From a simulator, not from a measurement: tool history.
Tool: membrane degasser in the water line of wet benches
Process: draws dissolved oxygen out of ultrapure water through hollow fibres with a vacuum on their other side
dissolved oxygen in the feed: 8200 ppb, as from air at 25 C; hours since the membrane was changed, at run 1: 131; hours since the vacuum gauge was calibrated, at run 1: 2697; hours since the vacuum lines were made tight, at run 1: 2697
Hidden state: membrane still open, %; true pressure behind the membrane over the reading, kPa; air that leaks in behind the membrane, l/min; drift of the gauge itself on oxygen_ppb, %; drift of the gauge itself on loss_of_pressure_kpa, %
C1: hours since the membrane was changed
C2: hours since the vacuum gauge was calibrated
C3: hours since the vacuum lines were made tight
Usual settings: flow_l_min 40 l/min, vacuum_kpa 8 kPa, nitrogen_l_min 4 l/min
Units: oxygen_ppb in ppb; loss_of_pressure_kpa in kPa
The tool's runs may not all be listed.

{"run": 1, "hour": 0.0, "flow_l_min": 40, "vacuum_kpa": 8, "nitrogen_l_min": 4, "C1": 131, "C2": 2697, "C3": 2697, "oxygen_ppb": 184, "loss_of_pressure_kpa": 67.42}
{"run": 2, "hour": 53.4, "flow_l_min": 40, "vacuum_kpa": 8, "nitrogen_l_min": 4, "C1": 184, "C2": 2750, "C3": 2750, "oxygen_ppb": 187.4, "loss_of_pressure_kpa": 66.9}
{"run": 3, "hour": 98.2, "flow_l_min": 40, "vacuum_kpa": 8, "nitrogen_l_min": 4, "C1": 229, "C2": 2795, "C3": 2795, "oxygen_ppb": 182.9, "loss_of_pressure_kpa": 66.83}
{"run": 4, "hour": 125.6, "flow_l_min": 40, "vacuum_kpa": 8, "nitrogen_l_min": 4, "C1": 257, "C2": 2822, "C3": 2822, "oxygen_ppb": 187.4, "loss_of_pressure_kpa": 66.94}
{"run": 5, "hour": 164.5, "flow_l_min": 40, "vacuum_kpa": 8, "nitrogen_l_min": 4, "C1": 295, "C2": 2861, "C3": 2861, "oxygen_ppb": 182.3, "loss_of_pressure_kpa": 66.99}
{"run": 6, "hour": 207.4, "flow_l_min": 40, "vacuum_kpa": 8, "nitrogen_l_min": 4, "C1": 338, "C2": 2904, "C3": 2904, "oxygen_ppb": 188.3, "loss_of_pressure_kpa": 66.96}
{"run": 7, "hour": 232.2, "flow_l_min": 40, "vacuum_kpa": 8, "nitrogen_l_min": 4, "C1": 363, "C2": 2929, "C3": 2929, "oxygen_ppb": 189.9, "loss_of_pressure_kpa": 67.03}
{"run": 8, "hour": 269.1, "flow_l_min": 40, "vacuum_kpa": 8, "nitrogen_l_min": 1.77, "C1": 400, "C2": 2966, "C3": 2966, "oxygen_ppb": 316.4, "loss_of_pressure_kpa": 66.93}
{"run": 9, "hour": 319.7, "flow_l_min": 40, "vacuum_kpa": 8, "nitrogen_l_min": 7.47, "C1": 451, "C2": 3016, "C3": 3016, "oxygen_ppb": 139.1, "loss_of_pressure_kpa": 67.46}
{"run": 10, "hour": 371.5, "flow_l_min": 40, "vacuum_kpa": 8, "nitrogen_l_min": 7.47, "C1": 502, "C2": 3068, "C3": 3068, "oxygen_ppb": 134.8, "loss_of_pressure_kpa": 66.89}
{"run": 11, "hour": 400.6, "flow_l_min": 40, "vacuum_kpa": 8, "nitrogen_l_min": 7.47, "C1": 532, "C2": 3097, "C3": 3097, "oxygen_ppb": 135.6, "loss_of_pressure_kpa": 67.2}
{"run": 12, "hour": 433.8, "flow_l_min": 40, "vacuum_kpa": 8, "nitrogen_l_min": 7.47, "C1": 565, "C2": 3130, "C3": 3130, "oxygen_ppb": 138, "loss_of_pressure_kpa": 67.17}
{"run": 13, "hour": 488.6, "flow_l_min": 40, "vacuum_kpa": 8, "nitrogen_l_min": 7.47, "C1": 620, "C2": 3185, "C3": 3185, "oxygen_ppb": 136.2, "loss_of_pressure_kpa": 67.42}
{"run": 14, "hour": 539.2, "flow_l_min": 40, "vacuum_kpa": 8, "nitrogen_l_min": 7.47, "C1": 670, "C2": 3236, "C3": 3236, "oxygen_ppb": 139.1, "loss_of_pressure_kpa": 67.19}
{"run": 15, "hour": 576.4, "flow_l_min": 42, "vacuum_kpa": 8, "nitrogen_l_min": 7.47, "C1": 707, "C2": 3273, "C3": 3273, "oxygen_ppb": 156.4, "loss_of_pressure_kpa": 70.23}
{"run": 16, "hour": 611.1, "flow_l_min": 35, "vacuum_kpa": 8, "nitrogen_l_min": 4, "C1": 742, "C2": 3308, "C3": 3308, "oxygen_ppb": 142.4, "loss_of_pressure_kpa": 59}
{"run": 17, "hour": 666.3, "flow_l_min": 35, "vacuum_kpa": 8, "nitrogen_l_min": 4, "C1": 797, "C2": 3363, "C3": 3363, "oxygen_ppb": 145.6, "loss_of_pressure_kpa": 58.9}
{"run": 18, "hour": 696.4, "flow_l_min": 31, "vacuum_kpa": 8, "nitrogen_l_min": 4.58, "C1": 827, "C2": 3393, "C3": 3393, "oxygen_ppb": 105.8, "loss_of_pressure_kpa": 52.32}
{"run": 19, "hour": 740.3, "flow_l_min": 31, "vacuum_kpa": 8, "nitrogen_l_min": 4.58, "C1": 871, "C2": 3437, "C3": 3437, "oxygen_ppb": 106.5, "loss_of_pressure_kpa": 52.87}
{"run": 20, "hour": 795.6, "flow_l_min": 51, "vacuum_kpa": 15.07, "nitrogen_l_min": 4.84, "C1": 927, "C2": 3492, "C3": 3492, "oxygen_ppb": 445.9, "loss_of_pressure_kpa": 86.55}
{"hour": 799.9, "done": "vacuum gauge calibrated"}
{"run": 21, "hour": 831.8, "flow_l_min": 34, "vacuum_kpa": 5.85, "nitrogen_l_min": 3.43, "C1": 962, "C2": 32, "C3": 3528, "oxygen_ppb": 106.4, "loss_of_pressure_kpa": 57.54}
{"run": 22, "hour": 869.3, "flow_l_min": 34, "vacuum_kpa": 5.85, "nitrogen_l_min": 3.43, "C1": 1000, "C2": 69, "C3": 3565, "oxygen_ppb": 105.7, "loss_of_pressure_kpa": 57.97}
{"run": 23, "hour": 923.7, "flow_l_min": 42, "vacuum_kpa": 7.44, "nitrogen_l_min": 3.45, "C1": 1054, "C2": 124, "C3": 3620, "oxygen_ppb": 219.1, "loss_of_pressure_kpa": 70.95}
{"run": 24, "hour": 966.9, "flow_l_min": 40, "vacuum_kpa": 9.04, "nitrogen_l_min": 8.12, "C1": 1097, "C2": 167, "C3": 3663, "oxygen_ppb": 148.7, "loss_of_pressure_kpa": 67.35}
{"hour": 997.3, "done": "seals of the vacuum lines changed"}
{"run": 25, "hour": 997.3, "flow_l_min": 46, "vacuum_kpa": 8.01, "nitrogen_l_min": 7.89, "C1": 1126, "C2": 195, "C3": 0, "oxygen_ppb": 197.7, "loss_of_pressure_kpa": 78.03}
{"run": 26, "hour": 1040.1, "flow_l_min": 34, "vacuum_kpa": 5.25, "nitrogen_l_min": 4, "C1": 1169, "C2": 238, "C3": 43, "oxygen_ppb": 84.7, "loss_of_pressure_kpa": 57.3}
{"run": 27, "hour": 1095.4, "flow_l_min": 58, "vacuum_kpa": 8, "nitrogen_l_min": 10.88, "C1": 1224, "C2": 294, "C3": 98, "oxygen_ppb": 319.6, "loss_of_pressure_kpa": 98.42}
{"hour": 1106.0, "done": "vacuum gauge calibrated, once more"}
{"run": 28, "hour": 1126.6, "flow_l_min": 58, "vacuum_kpa": 8, "nitrogen_l_min": 10.88, "C1": 1255, "C2": 21, "C3": 129, "oxygen_ppb": 322, "loss_of_pressure_kpa": 98.41}
{"run": 29, "hour": 1164.8, "flow_l_min": 58, "vacuum_kpa": 8, "nitrogen_l_min": 10.88, "C1": 1293, "C2": 59, "C3": 167, "oxygen_ppb": 316.5, "loss_of_pressure_kpa": 98.73}
{"run": 30, "hour": 1189.8, "flow_l_min": 40, "vacuum_kpa": 18.73, "nitrogen_l_min": 7.28, "C1": 1318, "C2": 84, "C3": 192, "oxygen_ppb": 273, "loss_of_pressure_kpa": 68.1}
{"run": 31, "hour": 1219.8, "flow_l_min": 43, "vacuum_kpa": 15.58, "nitrogen_l_min": 1.6, "C1": 1348, "C2": 114, "C3": 222, "oxygen_ppb": 753.7, "loss_of_pressure_kpa": 72.78}

Some steps in oxygen_ppb between neighbouring runs. How much of each would the tool show without its hidden state too (settings, what came in, random variation), and how much is left for the hidden state, with any gauge scatter that isn't in both results?
Run 19 -> 20: flow_l_min 31 -> 51, vacuum_kpa 8 -> 15.07, nitrogen_l_min 4.58 -> 4.84. oxygen_ppb +339.4 ppb: hidden state +7.1, all else +332.3.
Run 20 -> 21: flow_l_min 51 -> 34, vacuum_kpa 15.07 -> 5.85, nitrogen_l_min 4.84 -> 3.43, vacuum gauge calibrated. oxygen_ppb -339.5 ppb: hidden state -4.9, all else -334.6.
Run 26 -> 27: flow_l_min 34 -> 58, vacuum_kpa 5.25 -> 8, nitrogen_l_min 4 -> 10.88. oxygen_ppb +234.9 ppb: hidden state +8.4, all else +226.5.
Run 29 -> 30: flow_l_min 58 -> 40, vacuum_kpa 8 -> 18.73, nitrogen_l_min 10.88 -> 7.28. oxygen_ppb -43.5 ppb: hidden state -7.9, all else -35.6.
Run 30 -> 31: flow_l_min 40 -> 43, vacuum_kpa 18.73 -> 15.58, nitrogen_l_min 7.28 -> 1.6. oxygen_ppb +480.7 ppb: hidden state +1.6, all else +479.1.

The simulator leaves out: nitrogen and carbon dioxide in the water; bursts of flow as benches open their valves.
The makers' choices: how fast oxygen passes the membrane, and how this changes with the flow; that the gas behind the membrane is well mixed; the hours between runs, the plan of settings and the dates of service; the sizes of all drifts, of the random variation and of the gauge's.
